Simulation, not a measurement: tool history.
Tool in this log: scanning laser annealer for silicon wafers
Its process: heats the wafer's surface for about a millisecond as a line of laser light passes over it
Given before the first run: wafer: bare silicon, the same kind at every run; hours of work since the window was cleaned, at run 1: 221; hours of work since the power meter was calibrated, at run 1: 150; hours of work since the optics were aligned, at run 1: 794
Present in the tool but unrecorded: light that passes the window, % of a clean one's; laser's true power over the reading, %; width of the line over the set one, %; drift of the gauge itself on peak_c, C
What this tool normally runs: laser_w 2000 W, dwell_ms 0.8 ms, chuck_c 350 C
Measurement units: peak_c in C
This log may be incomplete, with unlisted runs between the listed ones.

run   hour  laser_w  dwell_ms  chuck_c  hours of work since the window was cleaned  hours of work since the power meter was calibrated  hours of work since the optics were aligned  peak_c
  1      0     2000       0.8      350                                         221                                                 150                                          794    1107
  2   23.6     2000       0.8      350                                         231                                                 160                                          804    1109
  3   44.4     2000       0.8      315                                         240                                                 169                                          813    1069
  4   58.9     2000     0.619      350                                         246                                                 175                                          819    1013
  5     80     2000       0.8      350                                         255                                                 184                                          829    1108
  6  100.5     2000       0.8      350                                         264                                                 193                                          837    1103
  7  122.1     2000       0.8      350                                         273                                                 202                                          847    1101
  8  133.9     2000       0.8      350                                         278                                                 207                                          852    1103
  9  157.8     2000       0.8      350                                         289                                                 218                                          862    1100
 10  176.1     2000       0.8      350                                         297                                                 226                                          870    1100
 11  199.8     2000       0.8      350                                         307                                                 236                                          880    1097
 12  222.1     2000       0.8      386                                         316                                                 245                                          890    1135
 13  238.9     2000       0.8      336                                         324                                                 253                                          897    1083
 14  255.8     2177     0.803      336                                         331                                                 260                                          904    1173
     275.2  -- window over the wafer cleaned
 15  275.7     2177     0.803      336                                           0                                                 268                                          912    1204
 16    292     2177     0.734      336                                           7                                                 275                                          919    1168
 17  313.3     2177     0.734      336                                          16                                                 284                                          928    1172
 18  326.2     2000     0.874      360                                          22                                                 289                                          934    1171
 19  348.8     2000     0.874      360                                          32                                                 299                                          943    1169

Run 20 is up next; what results do you expect?
 20  372.5     1970     0.696      386                                          42                                                 309                                          954       ?

Run 20 measured peak_c 1093 C.
With the hidden condition absent and the run-to-run variation left alone, this run would have shown peak_c 1112 C.
